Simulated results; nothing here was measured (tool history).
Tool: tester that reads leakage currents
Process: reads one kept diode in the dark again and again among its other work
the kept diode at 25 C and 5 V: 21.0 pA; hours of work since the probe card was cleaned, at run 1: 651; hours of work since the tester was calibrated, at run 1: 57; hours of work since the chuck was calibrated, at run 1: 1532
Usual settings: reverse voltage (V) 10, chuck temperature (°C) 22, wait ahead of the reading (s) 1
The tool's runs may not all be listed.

run	day	reverse voltage (V)	chuck temperature (°C)	wait ahead of the reading (s)	hours of work since the probe card was cleaned	hours of work since the tester was calibrated	hours of work since the chuck was calibrated	current that the tester gives (pA)
1	0	10	22	1	651	57	1532	34.82
2	1.312	10	22	9.96	665	71	1546	34.67
3	2.471	10	22	9.96	678	84	1559	34.87
4	3.096	10	22	9.96	685	91	1566	34.84
5	3.812	10	22	9.96	693	99	1574	35.15
6	4.954	10	22	1	705	111	1587	35.91
7	5.717	10	22	1	714	120	1595	36.13
8	6.9	10	22	1	727	133	1608	36.26
9	8.192	10	41	1	741	147	1622	124.96
10	8.792	10	41	1	748	153	1629	125.62
11	9.921	7	36	0.43	760	166	1641	75.06
12	11.046	3.1	20	3.57	772	178	1654	16.17
13	12.079	3.1	20	3.57	784	190	1665	16.33
14	13.179	1.8	22	1	796	202	1677	14.19
15	14.25	5.8	24	1	808	214	1689	30.8
16	15.229	1.3	39	1	819	225	1700	42.6
17	16.35	1.3	39	1	831	237	1712	42.41
18	17.412	10	21	0.79	843	249	1724	36.49
19	18.175	2.7	26	0.46	851	257	1732	23.53

Measured less the same run without the tool's hidden state. The same run-to-run variation is in both; the gauge's scatter may not be:
The hidden state here: stray current of the dirty probe card, pA a volt; current scale over the true one, %; true chuck temperature over the reading, C; drift of the gauge itself on leakage_pa, %.
run	current that the tester gives (pA)
1	+12.26
2	+12.55
3	+12.75
4	+12.86
5	+13.05
6	+13.27
7	+13.44
8	+13.66
9	+21.98
10	+22.23
11	+14.61
12	+5.02
13	+5.11
14	+3.51
15	+9.73
16	+5.74
17	+5.79
18	+15.51
19	+5.72

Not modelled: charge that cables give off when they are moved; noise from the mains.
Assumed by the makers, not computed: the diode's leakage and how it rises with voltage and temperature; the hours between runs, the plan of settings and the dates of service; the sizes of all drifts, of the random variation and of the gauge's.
